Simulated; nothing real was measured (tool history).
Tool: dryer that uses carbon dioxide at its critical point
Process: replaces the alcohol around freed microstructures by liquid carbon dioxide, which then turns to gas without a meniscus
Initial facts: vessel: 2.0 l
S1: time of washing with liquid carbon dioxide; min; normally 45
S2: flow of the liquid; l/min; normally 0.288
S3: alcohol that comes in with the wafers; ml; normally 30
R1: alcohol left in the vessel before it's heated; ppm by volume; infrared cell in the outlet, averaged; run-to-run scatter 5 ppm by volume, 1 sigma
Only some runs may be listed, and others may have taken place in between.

{"run": 1, "hour": 0.0, "S1": 45, "S2": 0.288, "S3": 30, "R1": 99}
{"run": 2, "hour": 13.4, "S1": 45, "S2": 0.288, "S3": 30, "R1": 97}
{"run": 3, "hour": 32.0, "S1": 45, "S2": 0.288, "S3": 30, "R1": 101}
{"run": 4, "hour": 46.1, "S1": 45, "S2": 0.288, "S3": 30, "R1": 102}
{"run": 5, "hour": 56.5, "S1": 45, "S2": 0.288, "S3": 30, "R1": 107}
{"run": 6, "hour": 77.6, "S1": 45, "S2": 0.288, "S3": 30, "R1": 119}

Run 7 has not been measured yet. What should we expect?
{"run": 7, "hour": 87.1, "S1": 45, "S2": 0.288, "S3": 30, "R1": "?"}

Run 7 produced R1 111 ppm by volume.
Without the tool's hidden state the same run would have given R1 33 ppm by volume.
